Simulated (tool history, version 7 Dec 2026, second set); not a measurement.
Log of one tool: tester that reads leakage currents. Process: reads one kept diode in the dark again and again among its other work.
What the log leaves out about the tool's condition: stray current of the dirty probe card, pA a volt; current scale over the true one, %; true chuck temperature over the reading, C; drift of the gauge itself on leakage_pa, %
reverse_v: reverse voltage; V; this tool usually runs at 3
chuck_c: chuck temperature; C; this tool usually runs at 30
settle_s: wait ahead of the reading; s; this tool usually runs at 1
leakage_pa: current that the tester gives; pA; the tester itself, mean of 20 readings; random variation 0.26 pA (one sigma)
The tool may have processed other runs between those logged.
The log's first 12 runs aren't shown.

run    hour  reverse_v  chuck_c  settle_s  hours of work since the probe card was cleaned  hours of work since the tester was calibrated  hours of work since the chuck was calibrated  leakage_pa
 13  1863.3       3.97       30         1                                             571                                           3650                                           845      103.69
 14  1945.6       3.97       30         1                                             618                                           3696                                           891      103.56
 15  2092.6       3.97       30         1                                             701                                           3779                                           974      105.32
 16  2209.3          3       24         1                                             767                                           3845                                          1040       51.56
 17  2399.4          3       24         1                                             874                                           3953                                          1147       51.42
 18  2526.4       2.88       30         1                                             946                                           4024                                          1219       88.55
 19  2653.7          3       30      0.37                                            1018                                           4096                                          1291       91.49
     2709.2  -- tester calibrated
 20  2803.4          3       50         1                                            1101                                             53                                          1374         504
 21  2955.9          3       50         1                                            1187                                            139                                          1461      505.24
 22  3061.2       1.01       40         1                                            1247                                            199                                          1520      121.96
 23  3246.8       1.01       40         1                                            1352                                            304                                          1625      122.77
 24  3413.5       1.01       40         1                                            1446                                            398                                          1719      123.01
 25    3521       1.01       23      3.05                                            1506                                            459                                          1780       25.92
 26  3692.5        2.1       42       6.4                                            1603                                            555                                          1877      217.41
 27  3832.4       1.98       20         3                                            1682                                            634                                          1956       28.46
 28  3928.4       1.98       20         3                                            1737                                            689                                          2010       28.46
 29  4126.5       2.83       34       0.3                                            1848                                            801                                          2122      129.27
 30  4316.5      12.56       42       3.2                                            1956                                            908                                          2229       575.9
 31  4414.6       6.02       22      0.48                                            2011                                            963                                          2285       66.93
     4440.2  -- chuck's temperature calibrated
 32  4541.7       6.02       22      0.48                                            2082                                           1034                                            57       63.12
 33  4640.7        3.4       43      0.48                                            2138                                           1090                                           113      296.23
 34  4738.5       17.1       42      3.54                                            2193                                           1145                                           169      648.35
 35  4879.8          3       39         1                                            2273                                           1225                                           248      195.99
 36  4998.4          3       39         1                                            2340                                           1292                                           315      198.21
     5033.4  -- probe card cleaned and baked
 37  5190.9          3       39         1                                              89                                           1399                                           422      198.15

Here are 5 independent what-if runs from the current tool condition. What would each one return?
  A  5337.1          3       39      1.63                                             172                                           1482                                           505           ?
  B  5337.1          3       30      2.08                                             172                                           1482                                           505           ?
  C  5337.1       1.46       58      0.98                                             172                                           1482                                           505           ?
  D  5337.1       2.34       30         1                                             172                                           1482                                           505           ?
  E  5337.1       1.92       30      0.49                                             172                                           1482                                           505           ?

run  leakage_pa
  A      197.31
  B       87.76
  C      648.19
  D       76.82
  E        69.7
Without the tool's hidden state the same runs would have given:
run  leakage_pa
  A      190.03
  B       84.31
  C      626.52
  D       73.82
  E          67
